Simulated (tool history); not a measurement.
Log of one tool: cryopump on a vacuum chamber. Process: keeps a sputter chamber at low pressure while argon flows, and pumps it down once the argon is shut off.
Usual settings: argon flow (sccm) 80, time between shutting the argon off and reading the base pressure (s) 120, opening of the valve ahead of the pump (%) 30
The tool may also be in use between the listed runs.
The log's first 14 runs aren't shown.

| run | day | argon flow (sccm) | time between shutting the argon off and reading the base pressure (s) | opening of the valve ahead of the pump (%) | hours of work since the pump was warmed up and emptied | hours of work since the cold head was overhauled | hours of work since the chamber's fittings were tightened | pressure while argon flows (Pa) | pressure after the wait (uPa) |
|---|---|---|---|---|---|---|---|---|---|
| 15 | 48.058 | 80 | 120 | 30 | 410 | 1003 | 1256 | 0.2953 | 1.69 |
| 16 | 51.062 | 80 | 120 | 30 | 439 | 1032 | 1285 | 0.2935 | 1.70 |
| 17 | 54.450 | 80 | 120 | 30 | 472 | 1065 | 1318 | 0.2974 | 1.71 |
| 18 | 57.483 | 66 | 216 | 51 | 502 | 1095 | 1347 | 0.1483 | 1.34 |
| 19 | 59.979 | 36 | 112 | 51 | 526 | 1119 | 1372 | 0.0813 | 1.73 |
| 20 | 63.042 | 53 | 76 | 26 | 556 | 1149 | 1401 | 0.2243 | 2.13 |
| 21 | 65.933 | 40 | 64 | 54 | 584 | 1177 | 1430 | 0.0860 | 2.42 |
|  | 66.642 | pump warmed up, emptied and cooled again |
| 22 | 70.842 | 40 | 47 | 45 | 41 | 1222 | 1475 | 0.0966 | 2.74 |
| 23 | 73.583 | 40 | 47 | 15 | 67 | 1249 | 1502 | 0.2852 | 2.71 |
| 24 | 76.071 | 40 | 47 | 15 | 92 | 1273 | 1526 | 0.2864 | 2.70 |
| 25 | 78.067 | 40 | 47 | 15 | 111 | 1293 | 1545 | 0.2867 | 2.70 |
| 26 | 81.712 | 80 | 25 | 30 | 147 | 1328 | 1581 | 0.2884 | 4.24 |
| 27 | 85.429 | 80 | 25 | 30 | 183 | 1364 | 1617 | 0.2902 | 4.44 |
| 28 | 87.792 | 90 | 25 | 30 | 206 | 1387 | 1640 | 0.3279 | 4.36 |
| 29 | 90.283 | 90 | 68 | 38 | 230 | 1411 | 1664 | 0.2599 | 2.36 |
| 30 | 93.088 | 60 | 23 | 55 | 257 | 1439 | 1691 | 0.1210 | 4.68 |
| 31 | 95.404 | 41 | 43 | 30 | 280 | 1461 | 1714 | 0.1498 | 3.05 |
| 32 | 97.533 | 80 | 78 | 30 | 300 | 1482 | 1735 | 0.2909 | 2.19 |
| 33 | 100.650 | 80 | 284 | 47 | 331 | 1512 | 1765 | 0.1897 | 1.53 |
| 34 | 103.383 | 80 | 284 | 47 | 357 | 1539 | 1792 | 0.1903 | 1.54 |

3 ways to go on from here, each from the tool as it stands after run 34. What would each give?
| A | 107.721 | 80 | 281 | 51 | 399 | 1581 | 1834 | ? | ? |
| B | 107.721 | 80 | 120 | 23 | 399 | 1581 | 1834 | ? | ? |
| C | 107.721 | 90 | 40 | 20 | 399 | 1581 | 1834 | ? | ? |

| run | pressure while argon flows (Pa) | pressure after the wait (uPa) |
|---|---|---|
| A | 0.1775 | 1.60 |
| B | 0.3792 | 1.98 |
| C | 0.4923 | 3.40 |
Without the tool's hidden state the same runs would have given:
| run | pressure while argon flows (Pa) | pressure after the wait (uPa) |
|---|---|---|
| A | 0.1681 | 0.47 |
| B | 0.3699 | 0.85 |
| C | 0.4818 | 2.24 |
